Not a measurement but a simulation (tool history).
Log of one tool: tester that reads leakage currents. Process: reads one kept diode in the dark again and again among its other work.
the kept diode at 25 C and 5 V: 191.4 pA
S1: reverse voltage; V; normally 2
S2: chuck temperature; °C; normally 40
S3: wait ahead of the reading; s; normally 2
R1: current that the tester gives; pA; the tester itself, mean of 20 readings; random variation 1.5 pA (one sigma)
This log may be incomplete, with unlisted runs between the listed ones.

run,hour,S1,S2,S3,R1
1,0,2,40,2,486.75
2,140.5,2,40,2,489.28
# hour 199.1: probe card cleaned and baked
3,323.8,2,40,2,484.21
4,454.4,2,40,2,482.97
5,558.4,2,40,2,477.95
6,706.3,2,40,0.76,482.66
7,794.6,2,40,0.76,478.71
8,924.9,2,40,0.76,479.29
9,1054.2,2,40,1.21,477.74
10,1187.2,2,40,1.21,477.94
# hour 1361.8: chuck's temperature calibrated
11,1385.7,2,40,1.21,495.13
12,1544.7,2,40,1.21,492.86
13,1662.2,2,34,1.21,304.26
14,1745.3,4.97,40,0.34,666.52
15,1908.7,1.26,39,0.34,387.88
16,2086.1,2,40,0.7,488.12
17,2270.1,2,40,0.7,485.24
18,2378.7,2,53,4.39,1295.71
# hour 2399: probe card cleaned and baked
19,2488.7,2,53,4.39,1289.01
20,2678.4,3.32,55,2.14,1758.02
21,2798.7,3.32,55,2.14,1752.28
22,2977.8,1.29,40,3.18,414.02

3 ways to go on from here, each from the tool as it stands after run 22. What would each give?
A,3135.2,2,40,4.04,?
B,3135.2,2,37,2,?
C,3135.2,3.61,40,2,?

run,R1
A,478.16
B,377.56
C,576.25
With no hidden state in the tool, these same runs would have given:
run,R1
A,495.02
B,391.05
C,596.17
